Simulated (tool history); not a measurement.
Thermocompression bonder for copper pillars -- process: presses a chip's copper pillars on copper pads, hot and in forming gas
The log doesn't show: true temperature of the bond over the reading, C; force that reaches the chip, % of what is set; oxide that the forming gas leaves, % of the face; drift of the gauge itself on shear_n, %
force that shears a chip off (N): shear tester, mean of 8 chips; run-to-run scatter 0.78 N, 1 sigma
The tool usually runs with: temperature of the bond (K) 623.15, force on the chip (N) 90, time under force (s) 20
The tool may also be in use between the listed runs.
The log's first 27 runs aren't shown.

run	day	temperature of the bond (K)	force on the chip (N)	time under force (s)	hours of work since the heater was calibrated	hours of work since the force cell was calibrated	hours of work since the gas filter was changed	force that shears a chip off (N)
28	42.117	638.15	69	21	776	121	47	94.5
29	43.558	638.15	69	21	790	136	62	95.3
30	44.812	638.15	69	21	803	148	74	94.4
31	45.996	651.15	80	58	814	159	85	125.8
32	47.558	651.15	80	58	830	175	101	125.8
33	49.567	623.15	90	35	849	194	120	110.4
34	51.100	623.15	90	35	864	209	135	109.8
35	52.867	600.15	97	43	882	227	153	101.2
36	53.888	595.15	62	51	892	237	163	72.1
37	54.888	623.15	62	51	901	246	172	96.9
38	56.575	652.15	71	20	918	263	189	103.3
39	57.396	623.15	90	47	926	271	197	112.2

Alternative continuations, all from the tool just after run 39; predict every row:
A	59.167	623.15	56	12	943	288	214	?
B	59.167	619.15	58	17	943	288	214	?
C	59.167	623.15	55	11	943	288	214	?

run	force that shears a chip off (N)
A	56.5
B	62.6
C	52.8
What these runs would have given with no unlogged condition in the tool:
run	force that shears a chip off (N)
A	56.0
B	62.2
C	52.2
